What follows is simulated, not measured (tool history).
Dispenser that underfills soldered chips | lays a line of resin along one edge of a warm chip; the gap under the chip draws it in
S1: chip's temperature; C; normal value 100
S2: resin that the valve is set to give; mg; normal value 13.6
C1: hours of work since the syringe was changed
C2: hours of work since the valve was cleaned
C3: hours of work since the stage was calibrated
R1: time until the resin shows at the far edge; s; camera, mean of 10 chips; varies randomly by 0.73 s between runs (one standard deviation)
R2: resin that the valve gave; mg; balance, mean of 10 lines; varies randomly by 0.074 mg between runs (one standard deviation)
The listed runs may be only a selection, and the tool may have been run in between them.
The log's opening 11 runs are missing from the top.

{"hour": 73.9, "done": "new syringe of resin"}
{"run": 12, "hour": 73.9, "S1": 100, "S2": 11.6, "C1": 0, "C2": 96, "C3": 57, "R1": 68.3, "R2": 10.47}
{"hour": 82.6, "done": "new syringe of resin"}
{"run": 13, "hour": 82.7, "S1": 100, "S2": 11.6, "C1": 0, "C2": 102, "C3": 63, "R1": 70.2, "R2": 10.65}
{"hour": 89.5, "done": "dispensing valve cleaned and set on the balance"}
{"hour": 91.9, "done": "new syringe of resin"}
{"run": 14, "hour": 92.7, "S1": 100, "S2": 11.6, "C1": 0, "C2": 2, "C3": 69, "R1": 67.9, "R2": 11.52}
{"run": 15, "hour": 98.9, "S1": 101, "S2": 13.6, "C1": 5, "C2": 6, "C3": 73, "R1": 86.3, "R2": 13.49}
{"hour": 100.6, "done": "new syringe of resin"}
{"run": 16, "hour": 105.6, "S1": 101, "S2": 13.6, "C1": 3, "C2": 11, "C3": 77, "R1": 80.7, "R2": 13.34}
{"hour": 109.4, "done": "new syringe of resin"}
{"run": 17, "hour": 111.8, "S1": 87, "S2": 15.6, "C1": 2, "C2": 15, "C3": 81, "R1": 105.0, "R2": 15.38}
{"run": 18, "hour": 116.0, "S1": 101, "S2": 15.3, "C1": 5, "C2": 17, "C3": 84, "R1": 83.1, "R2": 15.1}
{"hour": 118.0, "done": "new syringe of resin"}
{"run": 19, "hour": 124.8, "S1": 101, "S2": 14.4, "C1": 5, "C2": 23, "C3": 90, "R1": 88.6, "R2": 13.89}
{"hour": 126.8, "done": "new syringe of resin"}
{"run": 20, "hour": 132.1, "S1": 100, "S2": 14.4, "C1": 4, "C2": 28, "C3": 95, "R1": 84.1, "R2": 14.02}
{"hour": 135.1, "done": "new syringe of resin"}
{"run": 21, "hour": 137.2, "S1": 100, "S2": 16.7, "C1": 1, "C2": 31, "C3": 98, "R1": 69.4, "R2": 16.21}
{"hour": 143.7, "done": "new syringe of resin"}
{"run": 22, "hour": 145.2, "S1": 101, "S2": 13.1, "C1": 1, "C2": 37, "C3": 103, "R1": 68.6, "R2": 12.55}
{"hour": 152.1, "done": "new syringe of resin"}
{"run": 23, "hour": 152.3, "S1": 88, "S2": 12.9, "C1": 0, "C2": 41, "C3": 108, "R1": 96.7, "R2": 12.41}
{"hour": 160.5, "done": "new syringe of resin"}
{"run": 24, "hour": 160.5, "S1": 95, "S2": 14.9, "C1": 0, "C2": 47, "C3": 113, "R1": 74.9, "R2": 14.15}
{"run": 25, "hour": 165.1, "S1": 109, "S2": 14.8, "C1": 3, "C2": 50, "C3": 116, "R1": 63.2, "R2": 14.01}
{"hour": 169.1, "done": "new syringe of resin"}
{"run": 26, "hour": 172.6, "S1": 104, "S2": 15.0, "C1": 2, "C2": 55, "C3": 121, "R1": 67.9, "R2": 14.24}
{"hour": 177.7, "done": "new syringe of resin"}
{"run": 27, "hour": 180.7, "S1": 95, "S2": 15.9, "C1": 2, "C2": 60, "C3": 127, "R1": 85.7, "R2": 15.06}
{"hour": 186.3, "done": "new syringe of resin"}
{"run": 28, "hour": 187.9, "S1": 115, "S2": 15.1, "C1": 1, "C2": 65, "C3": 131, "R1": 46.1, "R2": 14.13}
{"hour": 194.8, "done": "new syringe of resin"}
{"run": 29, "hour": 197.2, "S1": 100, "S2": 13.4, "C1": 2, "C2": 71, "C3": 137, "R1": 73.1, "R2": 12.47}
{"hour": 203.7, "done": "new syringe of resin"}
{"run": 30, "hour": 206.7, "S1": 86, "S2": 17.6, "C1": 2, "C2": 77, "C3": 144, "R1": 108.7, "R2": 16.34}
{"hour": 212.7, "done": "new syringe of resin"}
{"run": 31, "hour": 213.3, "S1": 111, "S2": 17.1, "C1": 0, "C2": 81, "C3": 148, "R1": 48.8, "R2": 15.73}
{"hour": 221.6, "done": "new syringe of resin"}
{"run": 32, "hour": 221.6, "S1": 103, "S2": 17.1, "C1": 0, "C2": 87, "C3": 153, "R1": 60.6, "R2": 15.57}

Predict each of these 3 candidate next runs independently; none follows another, all start after run 32:
{"run": "A", "hour": 226.0, "S1": 114, "S2": 16.3, "C1": 3, "C2": 90, "C3": 156, "R1": "?", "R2": "?"}
{"run": "B", "hour": 226.0, "S1": 107, "S2": 11.6, "C1": 3, "C2": 90, "C3": 156, "R1": "?", "R2": "?"}
{"run": "C", "hour": 226.0, "S1": 100, "S2": 11.8, "C1": 3, "C2": 90, "C3": 156, "R1": "?", "R2": "?"}

run=A R1=53.6 R2=14.93
run=B R1=68.2 R2=10.67
run=C R1=84.2 R2=10.75
What these runs would have given with no unlogged condition in the tool:
run=A R1=44.9 R2=16.34
run=B R1=56.0 R2=11.68
run=C R1=69.3 R2=11.76
